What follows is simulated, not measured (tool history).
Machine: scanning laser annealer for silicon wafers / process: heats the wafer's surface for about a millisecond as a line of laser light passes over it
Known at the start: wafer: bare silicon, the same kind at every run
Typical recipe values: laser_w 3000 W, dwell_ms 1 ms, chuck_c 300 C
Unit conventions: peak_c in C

{"run": 1, "hour": 0.0, "laser_w": 3000, "dwell_ms": 1, "chuck_c": 300, "peak_c": 1143}
{"run": 2, "hour": 58.1, "laser_w": 3000, "dwell_ms": 1, "chuck_c": 300, "peak_c": 1144}
{"run": 3, "hour": 112.6, "laser_w": 3000, "dwell_ms": 1, "chuck_c": 296, "peak_c": 1139}
{"run": 4, "hour": 191.0, "laser_w": 3000, "dwell_ms": 1, "chuck_c": 296, "peak_c": 1141}
{"run": 5, "hour": 265.4, "laser_w": 3000, "dwell_ms": 1, "chuck_c": 296, "peak_c": 1137}
{"hour": 326.5, "done": "window over the wafer cleaned"}
{"run": 6, "hour": 330.4, "laser_w": 3000, "dwell_ms": 1, "chuck_c": 296, "peak_c": 1140}
{"run": 7, "hour": 395.4, "laser_w": 3000, "dwell_ms": 1, "chuck_c": 300, "peak_c": 1143}
{"run": 8, "hour": 467.4, "laser_w": 3000, "dwell_ms": 1, "chuck_c": 300, "peak_c": 1140}
{"run": 9, "hour": 533.1, "laser_w": 3000, "dwell_ms": 1, "chuck_c": 312, "peak_c": 1157}
{"run": 10, "hour": 566.9, "laser_w": 3000, "dwell_ms": 1, "chuck_c": 312, "peak_c": 1159}
{"run": 11, "hour": 639.9, "laser_w": 3000, "dwell_ms": 1, "chuck_c": 312, "peak_c": 1157}
{"run": 12, "hour": 716.1, "laser_w": 3000, "dwell_ms": 1, "chuck_c": 312, "peak_c": 1155}
{"run": 13, "hour": 771.5, "laser_w": 3000, "dwell_ms": 0.77, "chuck_c": 300, "peak_c": 1024}
{"run": 14, "hour": 821.3, "laser_w": 3000, "dwell_ms": 1, "chuck_c": 273, "peak_c": 1118}
{"run": 15, "hour": 899.5, "laser_w": 3000, "dwell_ms": 1, "chuck_c": 273, "peak_c": 1116}
{"run": 16, "hour": 970.0, "laser_w": 3000, "dwell_ms": 1, "chuck_c": 273, "peak_c": 1117}
{"run": 17, "hour": 1011.0, "laser_w": 3000, "dwell_ms": 1, "chuck_c": 319, "peak_c": 1161}
{"run": 18, "hour": 1074.8, "laser_w": 3000, "dwell_ms": 1, "chuck_c": 319, "peak_c": 1164}
{"run": 19, "hour": 1137.3, "laser_w": 3000, "dwell_ms": 1, "chuck_c": 319, "peak_c": 1167}
{"run": 20, "hour": 1208.6, "laser_w": 3000, "dwell_ms": 1, "chuck_c": 319, "peak_c": 1163}
{"run": 21, "hour": 1275.3, "laser_w": 2902, "dwell_ms": 0.93, "chuck_c": 334, "peak_c": 1116}
{"run": 22, "hour": 1323.1, "laser_w": 3260, "dwell_ms": 1.01, "chuck_c": 274, "peak_c": 1207}
{"run": 23, "hour": 1394.2, "laser_w": 3260, "dwell_ms": 1.01, "chuck_c": 274, "peak_c": 1203}
{"hour": 1443.2, "done": "optics aligned, line set to its width"}
{"run": 24, "hour": 1443.7, "laser_w": 2623, "dwell_ms": 0.71, "chuck_c": 300, "peak_c": 896}
{"run": 25, "hour": 1513.4, "laser_w": 2623, "dwell_ms": 0.71, "chuck_c": 300, "peak_c": 895}
{"run": 26, "hour": 1570.2, "laser_w": 2739, "dwell_ms": 0.83, "chuck_c": 290, "peak_c": 971}
{"run": 27, "hour": 1618.1, "laser_w": 3206, "dwell_ms": 0.83, "chuck_c": 290, "peak_c": 1109}
{"hour": 1650.7, "done": "window over the wafer cleaned"}
{"run": 28, "hour": 1664.4, "laser_w": 2936, "dwell_ms": 0.7, "chuck_c": 330, "peak_c": 1002}
{"run": 29, "hour": 1727.3, "laser_w": 2936, "dwell_ms": 0.7, "chuck_c": 330, "peak_c": 999}
{"run": 30, "hour": 1782.4, "laser_w": 3000, "dwell_ms": 0.95, "chuck_c": 280, "peak_c": 1100}
{"run": 31, "hour": 1816.4, "laser_w": 3000, "dwell_ms": 0.95, "chuck_c": 280, "peak_c": 1098}
{"run": 32, "hour": 1869.5, "laser_w": 2731, "dwell_ms": 0.9, "chuck_c": 301, "peak_c": 1012}
{"run": 33, "hour": 1929.6, "laser_w": 2584, "dwell_ms": 0.89, "chuck_c": 326, "peak_c": 991}

Forecast each of these 5 alternatives for the next run:
{"run": "A", "hour": 1969.8, "laser_w": 3080, "dwell_ms": 0.89, "chuck_c": 340, "peak_c": "?"}
{"run": "B", "hour": 1969.8, "laser_w": 2551, "dwell_ms": 0.89, "chuck_c": 326, "peak_c": "?"}
{"run": "C", "hour": 1969.8, "laser_w": 3174, "dwell_ms": 0.89, "chuck_c": 324, "peak_c": "?"}
{"run": "D", "hour": 1969.8, "laser_w": 2584, "dwell_ms": 0.98, "chuck_c": 281, "peak_c": "?"}
{"run": "E", "hour": 1969.8, "laser_w": 2648, "dwell_ms": 0.89, "chuck_c": 320, "peak_c": "?"}

run=A peak_c=1153
run=B peak_c=983
run=C peak_c=1166
run=D peak_c=988
run=E peak_c=1007
Take away the tool's hidden state, keep each run's random variation, and the runs would have read:
run=A peak_c=1153
run=B peak_c=983
run=C peak_c=1167
run=D peak_c=988
run=E peak_c=1007

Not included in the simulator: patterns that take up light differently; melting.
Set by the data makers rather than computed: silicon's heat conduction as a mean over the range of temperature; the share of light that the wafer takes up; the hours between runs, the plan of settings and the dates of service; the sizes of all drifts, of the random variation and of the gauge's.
